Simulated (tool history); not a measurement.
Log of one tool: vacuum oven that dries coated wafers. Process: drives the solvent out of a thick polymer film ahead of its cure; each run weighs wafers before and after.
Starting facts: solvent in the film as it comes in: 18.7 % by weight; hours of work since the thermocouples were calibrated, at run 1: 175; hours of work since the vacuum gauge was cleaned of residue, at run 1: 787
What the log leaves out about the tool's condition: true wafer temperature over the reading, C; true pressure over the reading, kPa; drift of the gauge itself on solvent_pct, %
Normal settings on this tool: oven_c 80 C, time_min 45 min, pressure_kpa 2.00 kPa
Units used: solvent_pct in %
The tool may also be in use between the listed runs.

run   hour  oven_c  time_min  pressure_kpa  hours of work since the thermocouples were calibrated  hours of work since the vacuum gauge was cleaned of residue  solvent_pct
  1    0.0      80        45          2.00                                                    175                                                          787         3.79
  2   34.2      80        45          2.00                                                    191                                                          802         3.75
  3   52.8      80        45          2.00                                                    200                                                          811         3.73
  4   76.2      80        45          2.00                                                    210                                                          822         3.79
  5  108.4      80        45          2.00                                                    225                                                          836         3.68
  6  138.2      80        49          2.00                                                    239                                                          850         3.24
  7  156.5      80        45          4.81                                                    247                                                          858         4.22
  8  188.4      80        45          2.00                                                    262                                                          873         3.70
  9  222.0      80        45          2.00                                                    277                                                          888         3.75
 10  251.1      80        45          2.00                                                    291                                                          902         3.65
 11  271.7      80        45          2.00                                                    300                                                          911         3.60
 12  307.2      80        45          2.00                                                    316                                                          928         3.64
 13  336.0      80        45          2.00                                                    330                                                          941         3.64
 14  374.2      80        45          2.00                                                    347                                                          958         3.73
 15  409.9      80        45          2.00                                                    363                                                          975         3.59
 16  453.6      80        77          2.00                                                    384                                                          995         1.58
 17  496.9      80        77          2.00                                                    403                                                         1015         1.57
 18  518.4      81        77          4.28                                                    413                                                         1024         1.93
 19  538.0      81        62          3.97                                                    422                                                         1033         2.37
     542.8  -- vacuum gauge cleaned of residue and calibrated
 20  568.1      86        42          3.97                                                    435                                                           12         2.34
 21  589.4      81        27          2.12                                                    445                                                           21         5.93
 22  618.9      80        65          2.44                                                    459                                                           35         2.23
 23  642.2      80        52          6.57                                                    469                                                           46         3.95
 24  683.5      71        34          2.64                                                    488                                                           65         8.51
 25  707.1      71        34          2.64                                                    499                                                           75         8.79
     711.5  -- vacuum gauge cleaned of residue and calibrated, once more
 26  739.5      71        34          2.64                                                    513                                                           13         8.59
 27  764.1      71        34          2.64                                                    525                                                           24         8.65
 28  789.4      85        45          2.00                                                    536                                                           36         1.98
 29  819.1      72        73          2.00                                                    550                                                           49         4.01
 30  848.5      93        31          1.28                                                    563                                                           63         1.11
 31  889.1      71        29          1.28                                                    582                                                           81         8.84
 32  913.9      80        73          3.72                                                    593                                                           93         2.02
 33  946.4      73        62          1.29                                                    608                                                          108         4.31
 34  982.9      73        62          1.15                                                    625                                                          124         4.27

Consider 4 possible next runs. They are alternatives, not a sequence: every one starts from the tool as it was left by run 34. What does each give?
  A  1027.2      73        44          2.09                                                    645                                                          145            ?
  B  1027.2      80        23          2.00                                                    645                                                          145            ?
  C  1027.2      68        72          2.98                                                    645                                                          145            ?
  D  1027.2      73        62          1.37                                                    645                                                          145            ?

run  solvent_pct
  A         6.24
  B         6.87
  C         6.08
  D         4.25
Take away the tool's hidden state, keep each run's random variation, and the runs would have read:
run  solvent_pct
  A         6.73
  B         7.34
  C         6.60
  D         4.73
